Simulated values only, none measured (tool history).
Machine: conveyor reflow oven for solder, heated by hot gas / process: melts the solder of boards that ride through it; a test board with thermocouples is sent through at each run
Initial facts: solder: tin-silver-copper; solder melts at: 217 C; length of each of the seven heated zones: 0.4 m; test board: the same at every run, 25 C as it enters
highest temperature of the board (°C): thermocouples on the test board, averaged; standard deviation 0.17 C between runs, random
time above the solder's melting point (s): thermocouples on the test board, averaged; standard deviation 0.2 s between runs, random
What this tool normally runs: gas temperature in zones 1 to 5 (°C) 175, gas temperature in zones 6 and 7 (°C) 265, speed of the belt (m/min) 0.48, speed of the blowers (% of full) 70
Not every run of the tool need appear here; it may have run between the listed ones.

| run | hour | gas temperature in zones 1 to 5 (°C) | gas temperature in zones 6 and 7 (°C) | speed of the belt (m/min) | speed of the blowers (% of full) | highest temperature of the board (°C) | time above the solder's melting point (s) |
|---|---|---|---|---|---|---|---|
| 1 | 0 | 175 | 265 | 0.48 | 70 | 249.9 | 73 |
| 2 | 13.6 | 175 | 254 | 0.48 | 70 | 240.1 | 62.3 |
| 3 | 28.7 | 189 | 265 | 0.48 | 70 | 251.9 | 83.3 |
| 4 | 44.8 | 186 | 265 | 0.48 | 70 | 251.5 | 80.9 |
| 5 | 74.2 | 186 | 265 | 0.48 | 70 | 251.1 | 80.6 |
| 6 | 94.7 | 161 | 265 | 0.48 | 70 | 246.7 | 63.9 |
| 7 | 112.7 | 161 | 265 | 0.48 | 70 | 246.7 | 63.7 |
| 8 | 130.5 | 178 | 265 | 0.48 | 70 | 249.6 | 74.6 |
| 9 | 153.2 | 178 | 265 | 0.48 | 70 | 249.5 | 74.6 |
|  | 159.5 | flux residue cleaned out of gas plates and filters |
| 10 | 188 | 178 | 265 | 0.48 | 70 | 248.9 | 74.6 |
| 11 | 200.7 | 178 | 265 | 0.48 | 70 | 249.4 | 74 |
| 12 | 227.2 | 178 | 265 | 0.48 | 70 | 248.8 | 73.6 |
| 13 | 242.9 | 178 | 265 | 0.48 | 70 | 248.8 | 73.7 |
| 14 | 257.6 | 175 | 257 | 0.48 | 70 | 241.3 | 63.8 |
| 15 | 281.4 | 175 | 257 | 0.401 | 79 | 247.2 | 88.8 |
| 16 | 298.1 | 175 | 265 | 0.397 | 70 | 253.7 | 95.2 |
| 17 | 311.8 | 170 | 265 | 0.48 | 89 | 250.6 | 73.1 |
|  | 321.2 | flux residue cleaned out of gas plates and filters, once more |
| 18 | 330.3 | 177 | 265 | 0.48 | 70 | 249.7 | 74.8 |
| 19 | 356.7 | 175 | 258 | 0.48 | 70 | 243.3 | 66.9 |
| 20 | 381 | 172 | 254 | 0.508 | 70 | 237.5 | 53.4 |
| 21 | 403.6 | 172 | 254 | 0.508 | 70 | 237.5 | 53.1 |
| 22 | 428.1 | 172 | 254 | 0.508 | 70 | 237.1 | 52.9 |
| 23 | 458.5 | 172 | 254 | 0.508 | 70 | 237.2 | 53 |
| 24 | 476.2 | 178 | 265 | 0.48 | 70 | 249.7 | 74.8 |
| 25 | 495.7 | 180 | 256 | 0.428 | 80 | 246.1 | 84.2 |
|  | 510.1 | thermocouples of zones 6 and 7 changed |
| 26 | 522.7 | 166 | 277 | 0.552 | 75 | 254.3 | 63.2 |
| 27 | 537.1 | 166 | 277 | 0.488 | 54 | 253.2 | 69.8 |
| 28 | 549.8 | 166 | 277 | 0.488 | 54 | 253.1 | 70.1 |

Each row is a separate what-if for the run after 28, all from the same tool condition, not one after another. Results?
| A | 571.6 | 166 | 258 | 0.488 | 54 | ? | ? |
| B | 571.6 | 175 | 265 | 0.435 | 70 | ? | ? |
| C | 571.6 | 183 | 277 | 0.451 | 54 | ? | ? |
| D | 571.6 | 181 | 269 | 0.381 | 54 | ? | ? |
| E | 571.6 | 166 | 277 | 0.488 | 60 | ? | ? |

| run | highest temperature of the board (°C) | time above the solder's melting point (s) |
|---|---|---|
| A | 237.3 | 50.7 |
| B | 252.8 | 84.9 |
| C | 259.4 | 91.3 |
| D | 256.9 | 106.5 |
| E | 255.1 | 71.8 |
What these runs would have given with no unlogged condition in the tool:
| run | highest temperature of the board (°C) | time above the solder's melting point (s) |
|---|---|---|
| A | 237.6 | 50.6 |
| B | 253.1 | 84.2 |
| C | 259.7 | 90.2 |
| D | 257.1 | 105.3 |
| E | 255.5 | 71.2 |
